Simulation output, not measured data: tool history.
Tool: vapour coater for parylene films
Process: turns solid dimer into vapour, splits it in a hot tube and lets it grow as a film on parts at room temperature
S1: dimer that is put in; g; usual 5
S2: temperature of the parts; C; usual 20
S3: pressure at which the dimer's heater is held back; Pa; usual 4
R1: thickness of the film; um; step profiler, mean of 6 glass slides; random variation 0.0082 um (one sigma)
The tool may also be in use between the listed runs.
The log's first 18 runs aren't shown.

Run 19, day 26.254: usual settings but S1 7 g. Result: R1 1.851 um.
Run 20, day 28.179: usual settings but S1 7 g. Result: R1 1.835 um.
Run 21, day 29.958: usual settings but S1 7 g. Result: R1 1.838 um.
Run 22, day 32.062: usual settings. Result: R1 1.311 um.
At day 33.1: trap's valve overhauled.
Run 23, day 33.4: usual settings. Result: R1 1.324 um.
Run 24, day 35.225: usual settings. Result: R1 1.329 um.
Run 25, day 37.317: usual settings but S1 3 g, S2 14 C, S3 2.65 Pa. Result: R1 1.043 um.
Run 26, day 39.079: usual settings but S1 3 g, S2 29 C, S3 3.58 Pa. Result: R1 0.629 um.
Run 27, day 40.433: usual settings but S1 4 g. Result: R1 1.062 um.
Run 28, day 42.588: usual settings but S1 4 g, S2 12 C, S3 2.41 Pa. Result: R1 1.468 um.
Run 29, day 44.433: usual settings but S1 4 g, S2 12 C, S3 2.41 Pa. Result: R1 1.466 um.

The next listed run, before its measurement:
At day 45.733: table's thermometer calibrated.
Run 30, day 45.988: usual settings but S1 3 g, S2 12 C, S3 2.13 Pa. Result: R1 ?.

Run 30 gave R1 1.129 um.
Without the tool's hidden state the same run would have given R1 1.13 um.
